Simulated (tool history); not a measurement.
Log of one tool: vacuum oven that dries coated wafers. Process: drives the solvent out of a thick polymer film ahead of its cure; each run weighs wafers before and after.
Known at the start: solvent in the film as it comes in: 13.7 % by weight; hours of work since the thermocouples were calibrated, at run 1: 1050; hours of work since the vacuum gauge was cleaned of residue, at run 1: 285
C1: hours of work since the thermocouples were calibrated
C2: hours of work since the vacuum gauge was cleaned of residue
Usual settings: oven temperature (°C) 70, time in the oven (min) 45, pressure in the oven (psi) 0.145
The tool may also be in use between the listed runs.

Run 1, hour 0.0: usual settings; C1 1050; C2 285. Result: solvent left in the film (%) 0.724.
Run 2, hour 23.6: usual settings; C1 1062; C2 297. Result: solvent left in the film (%) 0.693.
Run 3, hour 45.0: usual settings; C1 1073; C2 308. Result: solvent left in the film (%) 0.702.
Run 4, hour 57.3: usual settings; C1 1079; C2 314. Result: solvent left in the film (%) 0.709.
Run 5, hour 77.1: usual settings; C1 1089; C2 324. Result: solvent left in the film (%) 0.698.
Run 6, hour 89.4: usual settings but pressure in the oven (psi) 0.484; C1 1095; C2 331. Result: solvent left in the film (%) 1.829.

Forecast run 7:
Run 7, hour 105.1: usual settings but pressure in the oven (psi) 0.484; C1 1103; C2 338. Result: solvent left in the film (%) ?.

{"run 7": {"solvent left in the film (%)": 1.838}}
Without the tool's hidden state the same run would have given solvent left in the film (%) 2.180.

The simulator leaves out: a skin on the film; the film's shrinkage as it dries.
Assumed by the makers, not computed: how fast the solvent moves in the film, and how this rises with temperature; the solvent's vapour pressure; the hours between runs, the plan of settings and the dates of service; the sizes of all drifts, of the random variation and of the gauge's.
